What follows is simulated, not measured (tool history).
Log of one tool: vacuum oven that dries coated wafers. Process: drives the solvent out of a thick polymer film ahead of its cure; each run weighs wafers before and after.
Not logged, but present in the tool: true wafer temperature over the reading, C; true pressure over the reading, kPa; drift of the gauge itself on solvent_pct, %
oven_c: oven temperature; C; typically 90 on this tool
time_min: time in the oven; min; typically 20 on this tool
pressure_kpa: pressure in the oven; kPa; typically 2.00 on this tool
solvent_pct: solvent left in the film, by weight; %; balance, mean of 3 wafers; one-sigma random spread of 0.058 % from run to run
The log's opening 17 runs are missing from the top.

run,hour,oven_c,time_min,pressure_kpa,hours of work since the thermocouples were calibrated,hours of work since the vacuum gauge was cleaned of residue,solvent_pct
18,1041.5,90,12,7.54,44,1176,6.39
19,1128.0,90,12,7.54,82,1214,6.53
20,1188.5,90,20,1.36,109,1241,2.91
21,1238.7,90,20,2.00,131,1263,3.20
22,1285.1,105,17,2.00,151,1284,1.21
23,1326.3,90,29,2.00,170,1302,1.94
24,1410.8,90,29,2.00,207,1339,2.13
25,1467.1,79,19,2.00,232,1364,5.97
26,1530.5,79,13,1.72,260,1392,7.37
27,1600.1,86,29,6.81,291,1423,4.58
28,1680.0,92,20,2.00,326,1458,2.86
29,1732.6,93,19,4.15,349,1481,3.50
30,1805.6,90,20,6.31,381,1514,4.62
31,1842.2,90,20,1.33,398,1530,3.14
32,1927.0,81,14,6.60,435,1567,8.27
33,2001.2,81,14,6.60,468,1600,8.04
34,2077.9,103,20,3.64,502,1634,1.55
35,2140.6,96,28,1.01,529,1662,1.09
36,2198.7,92,30,4.68,555,1687,2.48
37,2274.0,101,32,1.90,588,1721,0.71
# hour 2332.1: oven's thermocouples calibrated
38,2362.8,101,13,4.04,14,1759,2.80
39,2434.1,90,19,1.25,45,1791,3.18
40,2523.6,90,19,1.25,85,1830,3.10
41,2599.8,89,19,5.05,118,1864,4.51
42,2684.6,89,19,5.05,156,1901,4.46

5 ways to go on from here, each from the tool as it stands after run 42. What would each give?
A,2739.6,82,19,5.05,180,1926,?
B,2739.6,94,11,2.10,180,1926,?
C,2739.6,104,31,7.55,180,1926,?
D,2739.6,89,19,2.04,180,1926,?
E,2739.6,94,24,2.00,180,1926,?

run,solvent_pct
A,6.25
B,4.59
C,1.64
D,3.47
E,1.84
Stripped of hidden state, with their random variation kept, the same runs would have yielded:
run,solvent_pct
A,6.08
B,4.46
C,1.54
D,3.31
E,1.70

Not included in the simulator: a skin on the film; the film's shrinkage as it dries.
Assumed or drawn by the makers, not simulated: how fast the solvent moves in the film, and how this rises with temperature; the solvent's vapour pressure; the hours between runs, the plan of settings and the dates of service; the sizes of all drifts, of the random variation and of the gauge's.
